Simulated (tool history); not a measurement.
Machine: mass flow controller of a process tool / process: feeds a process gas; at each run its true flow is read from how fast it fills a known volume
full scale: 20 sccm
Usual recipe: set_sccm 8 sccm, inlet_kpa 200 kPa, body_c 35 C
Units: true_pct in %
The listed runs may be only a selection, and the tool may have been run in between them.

Run 1, day 0.000: usual settings. Result: true_pct 97.85 %.
Run 2, day 12.225: usual settings. Result: true_pct 98.04 %.
Run 3, day 25.171: usual settings but set_sccm 7 sccm. Result: true_pct 97.67 %.
Run 4, day 38.371: usual settings. Result: true_pct 97.67 %.
Run 5, day 57.225: usual settings but body_c 32 C. Result: true_pct 97.66 %.
Run 6, day 67.867: usual settings. Result: true_pct 97.46 %.
At day 82.688: controller exchanged for a calibrated one.
Run 7, day 85.042: usual settings but inlet_kpa 230 kPa. Result: true_pct 97.01 %.
Run 8, day 96.029: usual settings but inlet_kpa 230 kPa. Result: true_pct 96.97 %.
Run 9, day 105.171: usual settings but inlet_kpa 230 kPa. Result: true_pct 96.73 %.
Run 10, day 114.350: usual settings. Result: true_pct 97.00 %.

The next listed run, before its measurement:
Run 11, day 128.500: usual settings but inlet_kpa 188 kPa, body_c 28 C. Result: true_pct ?.

true_pct: 97.15 %
Had the tool carried no hidden state, the very same run would have given true_pct 98.26 %.

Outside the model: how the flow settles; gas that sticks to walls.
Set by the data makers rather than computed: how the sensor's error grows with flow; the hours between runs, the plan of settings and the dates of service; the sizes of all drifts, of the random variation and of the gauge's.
